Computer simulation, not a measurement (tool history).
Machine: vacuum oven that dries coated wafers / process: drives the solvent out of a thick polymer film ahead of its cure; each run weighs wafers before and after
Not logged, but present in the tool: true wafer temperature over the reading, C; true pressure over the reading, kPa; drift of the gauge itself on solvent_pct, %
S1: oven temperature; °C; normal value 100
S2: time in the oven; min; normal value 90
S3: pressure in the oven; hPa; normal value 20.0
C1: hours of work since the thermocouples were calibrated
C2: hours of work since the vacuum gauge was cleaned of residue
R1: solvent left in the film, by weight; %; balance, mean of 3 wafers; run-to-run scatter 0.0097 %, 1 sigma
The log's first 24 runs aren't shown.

| run | day | S1 | S2 | S3 | C1 | C2 | R1 |
|---|---|---|---|---|---|---|---|
| 25 | 18.050 | 100 | 106 | 20.0 | 1154 | 87 | 0.830 |
|  | 18.946 | vacuum gauge cleaned of residue and calibrated, once more |
| 26 | 19.100 | 100 | 71 | 61.9 | 1168 | 2 | 2.435 |
| 27 | 19.800 | 86 | 119 | 54.1 | 1178 | 12 | 3.792 |
| 28 | 20.642 | 100 | 90 | 31.9 | 1190 | 24 | 1.261 |
| 29 | 21.738 | 100 | 49 | 35.8 | 1205 | 39 | 3.069 |
| 30 | 22.725 | 100 | 53 | 48.2 | 1219 | 53 | 3.036 |
| 31 | 23.325 | 100 | 53 | 48.2 | 1228 | 62 | 3.038 |
| 32 | 23.846 | 94 | 152 | 19.2 | 1235 | 69 | 0.811 |
| 33 | 24.992 | 100 | 135 | 31.2 | 1251 | 85 | 0.845 |
| 34 | 25.629 | 91 | 148 | 71.6 | 1260 | 94 | 2.782 |
| 35 | 26.296 | 91 | 148 | 71.6 | 1270 | 104 | 2.754 |
| 36 | 27.338 | 98 | 144 | 67.4 | 1284 | 118 | 1.817 |
| 37 | 28.221 | 109 | 86 | 67.4 | 1297 | 131 | 1.257 |
| 38 | 29.333 | 93 | 94 | 17.9 | 1312 | 147 | 1.814 |
| 39 | 30.354 | 93 | 94 | 17.9 | 1327 | 161 | 1.810 |

What if the next run were any one of these 4? Each begins from the tool's condition after run 39:
| A | 30.871 | 111 | 95 | 54.1 | 1334 | 168 | ? |
| B | 30.871 | 89 | 83 | 14.8 | 1334 | 168 | ? |
| C | 30.871 | 100 | 54 | 20.0 | 1334 | 168 | ? |
| D | 30.871 | 90 | 90 | 19.7 | 1334 | 168 | ? |

| run | R1 |
|---|---|
| A | 0.904 |
| B | 3.043 |
| C | 2.352 |
| D | 2.607 |
Stripped of hidden state, with their random variation kept, the same runs would have yielded:
| run | R1 |
|---|---|
| A | 1.001 |
| B | 3.689 |
| C | 2.897 |
| D | 3.202 |
